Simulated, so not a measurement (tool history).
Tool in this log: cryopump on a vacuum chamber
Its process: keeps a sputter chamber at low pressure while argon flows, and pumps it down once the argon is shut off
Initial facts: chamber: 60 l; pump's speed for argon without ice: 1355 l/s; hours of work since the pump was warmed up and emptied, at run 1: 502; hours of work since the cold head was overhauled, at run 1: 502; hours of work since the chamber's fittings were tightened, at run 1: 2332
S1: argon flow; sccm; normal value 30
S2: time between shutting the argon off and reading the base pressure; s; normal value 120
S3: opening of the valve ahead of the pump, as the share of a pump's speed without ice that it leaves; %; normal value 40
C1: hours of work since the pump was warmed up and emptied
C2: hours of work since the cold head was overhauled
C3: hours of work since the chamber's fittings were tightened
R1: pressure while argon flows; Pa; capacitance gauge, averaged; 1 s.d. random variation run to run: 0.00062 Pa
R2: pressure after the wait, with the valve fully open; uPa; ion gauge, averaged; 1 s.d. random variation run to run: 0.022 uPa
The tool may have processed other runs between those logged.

run,hour,S1,S2,S3,C1,C2,C3,R1,R2
1,0.0,30,120,40,502,502,2332,0.1069,2.59
2,9.9,30,120,40,508,508,2338,0.1074,2.73
3,19.9,30,120,40,514,514,2344,0.1082,2.62
4,32.5,30,120,40,521,521,2351,0.1074,2.70
5,51.3,30,120,40,532,532,2362,0.1083,2.65
6,66.4,30,120,24,540,540,2370,0.1712,2.77
7,80.5,30,120,24,548,548,2378,0.1697,2.70
# hour 94.1: pump warmed up, emptied and cooled again
8,106.1,30,120,24,7,560,2390,0.1566,2.15
9,121.9,30,120,24,16,569,2399,0.1572,2.15
10,138.9,30,120,24,26,579,2409,0.1564,2.08
11,155.5,30,120,24,35,589,2419,0.1580,2.13
12,178.0,30,93,40,48,602,2432,0.0954,2.26
13,197.6,30,93,40,59,613,2443,0.0957,2.34
14,207.8,30,93,40,65,619,2449,0.0953,2.38
15,222.8,30,93,40,74,627,2457,0.0957,2.34
16,237.4,30,93,40,82,636,2466,0.0964,2.35
17,256.9,55,93,40,94,647,2477,0.1762,2.39
18,270.5,21,23,40,101,655,2485,0.0683,4.12
19,281.3,21,23,40,108,661,2491,0.0678,4.18
20,302.1,21,23,40,119,673,2503,0.0668,4.06
21,322.4,21,23,54,131,684,2515,0.0520,4.09
22,343.6,21,23,54,143,697,2527,0.0520,4.11
23,355.9,25,122,54,150,704,2534,0.0611,2.36
24,372.9,44,27,40,160,713,2544,0.1433,3.84
25,383.2,44,27,40,166,719,2550,0.1444,3.96
26,403.4,16,88,40,178,731,2561,0.0518,2.52
27,413.6,30,43,42,184,737,2567,0.0929,3.07
28,429.2,30,43,42,192,746,2576,0.0948,3.15
29,448.1,40,45,19,203,757,2587,0.2708,3.29
30,461.9,23,270,25,211,765,2595,0.1190,2.17
31,471.6,23,270,44,217,770,2600,0.0699,2.20
32,486.6,15,151,31,225,779,2609,0.0629,2.41
33,505.7,15,151,31,236,790,2620,0.0637,2.38
34,523.0,30,53,23,246,800,2630,0.1676,3.05

Below are 4 alternative next runs, each starting from the tool's condition after run 34. Predict each:
A,535.9,51,254,42,254,807,2637,?,?
B,535.9,30,115,23,254,807,2637,?,?
C,535.9,28,120,40,254,807,2637,?,?
D,535.9,45,127,23,254,807,2637,?,?

run,R1,R2
A,0.1638,2.27
B,0.1686,2.49
C,0.0932,2.55
D,0.2540,2.56
With no hidden state in the tool, these same runs would have given:
run,R1,R2
A,0.1531,0.41
B,0.1623,0.63
C,0.0873,0.66
D,0.2447,0.66
